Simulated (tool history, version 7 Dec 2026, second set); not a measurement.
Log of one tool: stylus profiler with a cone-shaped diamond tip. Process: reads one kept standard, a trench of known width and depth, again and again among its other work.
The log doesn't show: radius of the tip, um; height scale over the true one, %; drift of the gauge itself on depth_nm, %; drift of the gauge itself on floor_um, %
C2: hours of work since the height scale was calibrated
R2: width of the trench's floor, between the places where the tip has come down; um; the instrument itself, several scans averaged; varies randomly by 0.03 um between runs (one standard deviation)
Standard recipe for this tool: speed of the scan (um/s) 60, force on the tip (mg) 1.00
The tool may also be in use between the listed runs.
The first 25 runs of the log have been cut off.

Run 26, hour 1239.8: usual settings but speed of the scan (um/s) 33, force on the tip (mg) 0.57; scans with this tip 4155; C2 198. Result: depth of the trench (Å) 1004.7, R2 17.40 um.
Run 27, hour 1307.4: usual settings but speed of the scan (um/s) 121, force on the tip (mg) 0.40; scans with this tip 4760; C2 247. Result: depth of the trench (Å) 1003.6, R2 16.94 um.
Run 28, hour 1372.3: usual settings but speed of the scan (um/s) 180, force on the tip (mg) 0.65; scans with this tip 5342; C2 295. Result: depth of the trench (Å) 1004.1, R2 16.89 um.
Run 29, hour 1408.9: usual settings but speed of the scan (um/s) 180, force on the tip (mg) 0.65; scans with this tip 5670; C2 322. Result: depth of the trench (Å) 1005.1, R2 16.78 um.
Run 30, hour 1442.0: usual settings but speed of the scan (um/s) 37, force on the tip (mg) 0.80; scans with this tip 5967; C2 346. Result: depth of the trench (Å) 1005.0, R2 17.30 um.
Run 31, hour 1485.9: usual settings but speed of the scan (um/s) 81, force on the tip (mg) 2.30; scans with this tip 6359; C2 378. Result: depth of the trench (Å) 1010.6, R2 17.19 um.
Run 32, hour 1529.5: usual settings but speed of the scan (um/s) 20, force on the tip (mg) 0.52; scans with this tip 6750; C2 410. Result: depth of the trench (Å) 1003.0, R2 17.21 um.
Run 33, hour 1582.5: usual settings but speed of the scan (um/s) 224, force on the tip (mg) 0.48; scans with this tip 7226; C2 449. Result: depth of the trench (Å) 1002.8, R2 16.40 um.
Run 34, hour 1638.3: usual settings but speed of the scan (um/s) 111, force on the tip (mg) 0.61; scans with this tip 7725; C2 490. Result: depth of the trench (Å) 1003.2, R2 16.87 um.
Run 35, hour 1676.9: usual settings but speed of the scan (um/s) 54, force on the tip (mg) 1.29; scans with this tip 8072; C2 518. Result: depth of the trench (Å) 1006.8, R2 17.10 um.
Run 36, hour 1718.8: usual settings but speed of the scan (um/s) 54, force on the tip (mg) 1.29; scans with this tip 8447; C2 549. Result: depth of the trench (Å) 1006.0, R2 17.04 um.
Run 37, hour 1787.4: usual settings but speed of the scan (um/s) 54, force on the tip (mg) 1.29; scans with this tip 9062; C2 599. Result: depth of the trench (Å) 1005.7, R2 17.00 um.
Run 38, hour 1830.8: usual settings but speed of the scan (um/s) 49, force on the tip (mg) 0.86; scans with this tip 9451; C2 631. Result: depth of the trench (Å) 1003.9, R2 16.98 um.
Run 39, hour 1892.1: usual settings but speed of the scan (um/s) 34, force on the tip (mg) 0.46; scans with this tip 10000; C2 676. Result: depth of the trench (Å) 1001.1, R2 16.94 um.
Run 40, hour 1921.9: usual settings but speed of the scan (um/s) 153, force on the tip (mg) 1.84; scans with this tip 10267; C2 697. Result: depth of the trench (Å) 1007.4, R2 16.78 um.
Run 41, hour 1975.6: usual settings but speed of the scan (um/s) 18, force on the tip (mg) 0.44; scans with this tip 10748; C2 737. Result: depth of the trench (Å) 1000.4, R2 16.93 um.
Run 42, hour 2031.9: usual settings but speed of the scan (um/s) 188, force on the tip (mg) 0.51; scans with this tip 11253; C2 778. Result: depth of the trench (Å) 1001.5, R2 16.28 um.
Run 43, hour 2075.8: usual settings but speed of the scan (um/s) 31, force on the tip (mg) 0.35; scans with this tip 11646; C2 810. Result: depth of the trench (Å) 999.3, R2 16.82 um.
At hour 2115.6: new tip fitted, height scale calibrated.
Run 44, hour 2136.8: usual settings but speed of the scan (um/s) 56, force on the tip (mg) 0.35; scans with this tip 189; C2 16. Result: depth of the trench (Å) 1003.7, R2 17.70 um.
Run 45, hour 2192.5: usual settings but speed of the scan (um/s) 56, force on the tip (mg) 0.35; scans with this tip 689; C2 56. Result: depth of the trench (Å) 1003.1, R2 17.66 um.

Consider 5 possible next runs. They are alternatives, not a sequence: every one starts from the tool as it was left by run 45. What does each give?
Run A, hour 2242.6: usual settings but speed of the scan (um/s) 52, force on the tip (mg) 0.94; scans with this tip 1137; C2 93. Result: depth of the trench (Å) ?, R2 ?.
Run B, hour 2242.6: usual settings but speed of the scan (um/s) 18, force on the tip (mg) 0.62; scans with this tip 1137; C2 93. Result: depth of the trench (Å) ?, R2 ?.
Run C, hour 2242.6: usual settings but speed of the scan (um/s) 104, force on the tip (mg) 2.66; scans with this tip 1137; C2 93. Result: depth of the trench (Å) ?, R2 ?.
Run D, hour 2242.6: usual settings but speed of the scan (um/s) 32, force on the tip (mg) 0.56; scans with this tip 1137; C2 93. Result: depth of the trench (Å) ?, R2 ?.
Run E, hour 2242.6: usual settings but force on the tip (mg) 1.46; scans with this tip 1137; C2 93. Result: depth of the trench (Å) ?, R2 ?.

run  depth of the trench (Å)     R2
  A                   1007.5  17.66
  B                   1004.7  17.83
  C                   1013.9  17.66
  D                   1004.3  17.77
  E                   1009.6  17.76
Without the tool's hidden state the same runs would have given:
run  depth of the trench (Å)     R2
  A                   1008.2  17.81
  B                   1005.5  17.98
  C                   1014.7  17.81
  D                   1005.0  17.92
  E                   1010.3  17.91

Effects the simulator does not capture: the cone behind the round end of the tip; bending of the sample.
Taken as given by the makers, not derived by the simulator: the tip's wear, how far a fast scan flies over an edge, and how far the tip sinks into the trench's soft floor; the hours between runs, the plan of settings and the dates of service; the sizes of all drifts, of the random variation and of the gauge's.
